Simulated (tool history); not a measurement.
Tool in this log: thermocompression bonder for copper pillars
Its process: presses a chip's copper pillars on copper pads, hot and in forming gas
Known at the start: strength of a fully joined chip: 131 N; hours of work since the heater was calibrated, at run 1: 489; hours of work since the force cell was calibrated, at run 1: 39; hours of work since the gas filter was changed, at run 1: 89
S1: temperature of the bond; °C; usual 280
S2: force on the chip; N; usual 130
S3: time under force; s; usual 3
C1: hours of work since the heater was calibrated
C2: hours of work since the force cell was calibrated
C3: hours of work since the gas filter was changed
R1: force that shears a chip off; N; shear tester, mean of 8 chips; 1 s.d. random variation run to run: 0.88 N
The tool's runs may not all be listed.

| run | hour | S1 | S2 | S3 | C1 | C2 | C3 | R1 |
|---|---|---|---|---|---|---|---|---|
| 1 | 0.0 | 280 | 130 | 3 | 489 | 39 | 89 | 61.4 |
| 2 | 11.1 | 264 | 130 | 3 | 498 | 48 | 97 | 52.1 |
| 3 | 27.1 | 264 | 130 | 3 | 510 | 61 | 110 | 53.2 |
|  | 33.2 | forming gas filter changed |
| 4 | 40.5 | 280 | 187 | 3 | 521 | 71 | 6 | 83.1 |
| 5 | 58.2 | 280 | 130 | 3 | 535 | 85 | 20 | 68.4 |
| 6 | 78.5 | 280 | 130 | 2 | 551 | 101 | 36 | 59.4 |
| 7 | 102.2 | 280 | 186 | 2 | 570 | 120 | 55 | 71.4 |
| 8 | 116.1 | 280 | 186 | 2 | 581 | 131 | 66 | 68.2 |
| 9 | 126.6 | 280 | 186 | 2 | 589 | 139 | 74 | 68.3 |
| 10 | 138.6 | 280 | 186 | 2 | 599 | 149 | 84 | 69.3 |
| 11 | 151.4 | 280 | 130 | 3 | 609 | 159 | 94 | 63.0 |
| 12 | 174.8 | 280 | 130 | 3 | 628 | 178 | 113 | 61.4 |
|  | 178.0 | forming gas filter changed |
| 13 | 200.1 | 280 | 130 | 3 | 648 | 198 | 18 | 66.9 |
| 14 | 216.8 | 280 | 149 | 3 | 661 | 211 | 31 | 73.4 |
| 15 | 229.9 | 280 | 149 | 3 | 671 | 222 | 41 | 73.2 |
| 16 | 253.7 | 303 | 149 | 3 | 690 | 241 | 60 | 82.6 |
| 17 | 268.8 | 303 | 116 | 3 | 702 | 253 | 72 | 72.2 |
| 18 | 288.8 | 251 | 130 | 3 | 718 | 269 | 88 | 46.6 |
| 19 | 311.8 | 251 | 130 | 3 | 737 | 287 | 107 | 45.2 |
|  | 322.9 | forming gas filter changed |
| 20 | 323.0 | 251 | 130 | 3 | 745 | 295 | 0 | 50.8 |
| 21 | 333.7 | 292 | 79 | 7 | 754 | 304 | 9 | 76.2 |
| 22 | 353.0 | 269 | 130 | 8 | 769 | 319 | 24 | 82.7 |
|  | 376.9 | heater calibrated with a thermocouple chip |
| 23 | 379.7 | 270 | 97 | 6 | 2 | 339 | 44 | 69.0 |
| 24 | 400.0 | 270 | 190 | 7 | 18 | 355 | 60 | 97.9 |
| 25 | 416.5 | 270 | 190 | 7 | 32 | 368 | 73 | 96.2 |
| 26 | 439.4 | 270 | 190 | 7 | 50 | 387 | 91 | 95.0 |
| 27 | 453.9 | 270 | 190 | 7 | 61 | 398 | 103 | 93.2 |
| 28 | 467.5 | 302 | 175 | 7 | 72 | 409 | 114 | 102.9 |
|  | 470.0 | forming gas filter changed |
| 29 | 492.6 | 302 | 175 | 7 | 92 | 429 | 18 | 109.8 |
| 30 | 512.6 | 302 | 175 | 7 | 108 | 445 | 34 | 110.0 |
| 31 | 525.1 | 302 | 119 | 2 | 118 | 455 | 44 | 69.9 |
| 32 | 540.2 | 276 | 188 | 5 | 130 | 467 | 56 | 91.1 |
| 33 | 555.1 | 276 | 188 | 5 | 142 | 479 | 68 | 91.2 |
| 34 | 571.7 | 307 | 100 | 3 | 155 | 492 | 81 | 72.8 |
| 35 | 593.4 | 307 | 100 | 4 | 172 | 509 | 98 | 75.8 |
| 36 | 608.9 | 307 | 100 | 4 | 185 | 521 | 111 | 77.1 |
|  | 614.7 | forming gas filter changed |
| 37 | 628.0 | 307 | 100 | 4 | 200 | 536 | 11 | 85.1 |
| 38 | 648.8 | 280 | 130 | 3 | 216 | 553 | 27 | 70.9 |
| 39 | 672.8 | 280 | 130 | 3 | 235 | 572 | 46 | 69.4 |
| 40 | 692.3 | 280 | 130 | 3 | 251 | 588 | 62 | 68.9 |

What if the next run were any one of these 3? Each begins from the tool's condition after run 40:
| A | 707.2 | 266 | 96 | 6 | 263 | 600 | 74 | ? |
| B | 707.2 | 288 | 130 | 3 | 263 | 600 | 74 | ? |
| C | 707.2 | 298 | 130 | 2 | 263 | 600 | 74 | ? |

| run | R1 |
|---|---|
| A | 62.7 |
| B | 71.2 |
| C | 68.6 |
Had the tool no hidden state, the same runs would have come out as:
| run | R1 |
|---|---|
| A | 67.1 |
| B | 76.1 |
| C | 73.3 |
